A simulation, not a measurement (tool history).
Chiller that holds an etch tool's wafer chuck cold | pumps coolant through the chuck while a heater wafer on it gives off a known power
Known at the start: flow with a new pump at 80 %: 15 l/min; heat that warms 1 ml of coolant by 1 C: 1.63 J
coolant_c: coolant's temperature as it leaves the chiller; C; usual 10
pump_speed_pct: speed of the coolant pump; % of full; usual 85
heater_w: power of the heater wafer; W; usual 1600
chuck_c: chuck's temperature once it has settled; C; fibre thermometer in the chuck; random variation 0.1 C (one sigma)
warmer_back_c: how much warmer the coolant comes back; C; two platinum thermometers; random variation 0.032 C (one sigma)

| run | day | coolant_c | pump_speed_pct | heater_w | chuck_c | warmer_back_c |
|---|---|---|---|---|---|---|
| 1 | 0 | 10 | 85 | 1600 | 22.9 | 3.76 |
| 2 | 1.246 | 10 | 85 | 1600 | 23 | 3.71 |
| 3 | 2.471 | 10 | 85 | 1600 | 22.9 | 3.79 |
| 4 | 3.171 | 10 | 85 | 2287 | 28.6 | 5.31 |
| 5 | 4.554 | 10 | 85 | 2287 | 28.6 | 5.3 |
| 6 | 5.633 | 10 | 85 | 2287 | 28.6 | 5.38 |
| 7 | 6.317 | 10 | 85 | 1600 | 22.8 | 3.76 |
| 8 | 7.767 | 10 | 85 | 1600 | 22.9 | 3.74 |
| 9 | 8.542 | 10 | 85 | 1600 | 22.9 | 3.76 |
|  | 8.662 | chiller's thermometer calibrated |
| 10 | 9.712 | 10 | 85 | 1600 | 22.8 | 3.72 |
| 11 | 10.483 | 10 | 85 | 1600 | 22.7 | 3.77 |
| 12 | 11.4 | 10 | 85 | 1897 | 25 | 4.49 |
| 13 | 12.879 | 10 | 85 | 1600 | 22.7 | 3.77 |
| 14 | 13.8 | 10 | 85 | 1600 | 22.8 | 3.79 |
| 15 | 14.738 | 16 | 90 | 1850 | 30.2 | 4.08 |
| 16 | 15.379 | 16 | 90 | 1850 | 30 | 4.12 |
| 17 | 16.058 | 1 | 82 | 1850 | 16.1 | 4.49 |
|  | 16.242 | chiller's thermometer calibrated, once more |
| 18 | 17.558 | 17 | 85 | 1600 | 30.5 | 3.78 |
| 19 | 18.8 | 4 | 62 | 1312 | 18.3 | 4.25 |
| 20 | 20.329 | 7 | 98 | 930 | 13.9 | 1.9 |
| 21 | 21.508 | 7 | 98 | 930 | 14 | 1.9 |
| 22 | 23.05 | 11 | 74 | 1600 | 26.1 | 4.34 |
| 23 | 24.088 | 3 | 74 | 1600 | 18.2 | 4.36 |
| 24 | 25.162 | 3 | 74 | 1600 | 18.1 | 4.31 |
| 25 | 26.654 | 3 | 92 | 1600 | 15.6 | 3.46 |
| 26 | 27.896 | 13 | 83 | 1738 | 27.9 | 4.21 |

4 ways to go on from here, each from the tool as it stands after run 26. What would each give?
| A | 29.325 | 13 | 85 | 1600 | ? | ? |
| B | 29.325 | 11 | 68 | 1604 | ? | ? |
| C | 29.325 | 13 | 75 | 2113 | ? | ? |
| D | 29.325 | 6 | 83 | 1911 | ? | ? |

| run | chuck_c | warmer_back_c |
|---|---|---|
| A | 26.3 | 3.73 |
| B | 27.5 | 4.75 |
| C | 32.7 | 5.69 |
| D | 22.3 | 4.58 |
Without the tool's hidden state the same runs would have given:
| run | chuck_c | warmer_back_c |
|---|---|---|
| A | 25.2 | 3.66 |
| B | 26.1 | 4.67 |
| C | 31 | 5.59 |
| D | 20.8 | 4.5 |
